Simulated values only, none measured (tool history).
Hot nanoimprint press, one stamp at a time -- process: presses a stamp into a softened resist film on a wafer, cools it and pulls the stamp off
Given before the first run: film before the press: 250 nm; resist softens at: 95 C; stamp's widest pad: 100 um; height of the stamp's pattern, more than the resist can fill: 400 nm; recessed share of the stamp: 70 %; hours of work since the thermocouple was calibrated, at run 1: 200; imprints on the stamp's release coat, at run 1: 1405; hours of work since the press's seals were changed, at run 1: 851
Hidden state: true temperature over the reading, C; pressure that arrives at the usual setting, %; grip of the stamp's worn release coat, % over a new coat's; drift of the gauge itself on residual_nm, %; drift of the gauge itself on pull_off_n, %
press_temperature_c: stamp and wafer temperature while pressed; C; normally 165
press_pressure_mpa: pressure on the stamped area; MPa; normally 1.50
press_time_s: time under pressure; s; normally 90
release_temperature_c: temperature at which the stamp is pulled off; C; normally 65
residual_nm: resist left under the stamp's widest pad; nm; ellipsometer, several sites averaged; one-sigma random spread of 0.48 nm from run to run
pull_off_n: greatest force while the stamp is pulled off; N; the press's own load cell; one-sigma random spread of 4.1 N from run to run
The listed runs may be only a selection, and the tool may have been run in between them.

run     day  press_temperature_c  press_pressure_mpa  press_time_s  release_temperature_c  hours of work since the thermocouple was calibrated  imprints on the stamp's release coat  hours of work since the press's seals were changed  residual_nm  pull_off_n
  1   0.000                  165                1.50            90                     65                                                  200                                  1405                                                 851         97.3         198
  2   0.921                  165                1.50            90                     65                                                  217                                  1524                                                 868         97.3         212
  3   1.496                  165                1.50            90                     55                                                  228                                  1598                                                 879         97.3         216
  4   2.208                  165                1.50            90                     55                                                  241                                  1690                                                 892         98.4         204
      2.938  -- stamp cleaned and given a new release coat
  5   3.475                  165                1.50            90                     53                                                  260                                    69                                                 910         96.8         209
  6   4.288                  165                1.50            90                     53                                                  275                                   174                                                 925         97.2         224
  7   4.917                  165                1.50            90                     65                                                  286                                   255                                                 937         98.5         203
  8   5.988                  158                2.14           125                     73                                                  306                                   393                                                 957        100.6         192
  9   6.946                  156                1.27           124                     65                                                  324                                   517                                                 974        135.3         199
 10   7.771                  165                1.98            90                     65                                                  339                                   623                                                 989         86.1         203
      8.421  -- plate thermocouple calibrated
 11   8.971                  174                2.33           153                     65                                                   10                                   762                                                1009         40.8         200
 12   9.717                  174                1.24            62                     67                                                   24                                   858                                                1023         84.2         196
 13  10.721                  165                1.09            90                     72                                                   42                                   987                                                1041        111.0         189
 14  11.462                  165                1.09            90                     72                                                   56                                  1083                                                1055        109.9         186

Here are 4 independent what-if runs from the current tool condition. What would each one return?
  A  12.042                  165                1.09            55                     72                                                   67                                  1157                                                1066            ?           ?
  B  12.042                  165                1.50           148                     66                                                   67                                  1157                                                1066            ?           ?
  C  12.042                  165                1.09            66                     72                                                   67                                  1157                                                1066            ?           ?
  D  12.042                  165                1.50            52                     65                                                   67                                  1157                                                1066            ?           ?

run  residual_nm  pull_off_n
  A        133.3         194
  B         77.4         202
  C        124.5         188
  D        120.2         207
What these runs would have given with no unlogged condition in the tool:
run  residual_nm  pull_off_n
  A        135.1         193
  B         78.4         201
  C        126.2         187
  D        121.8         205
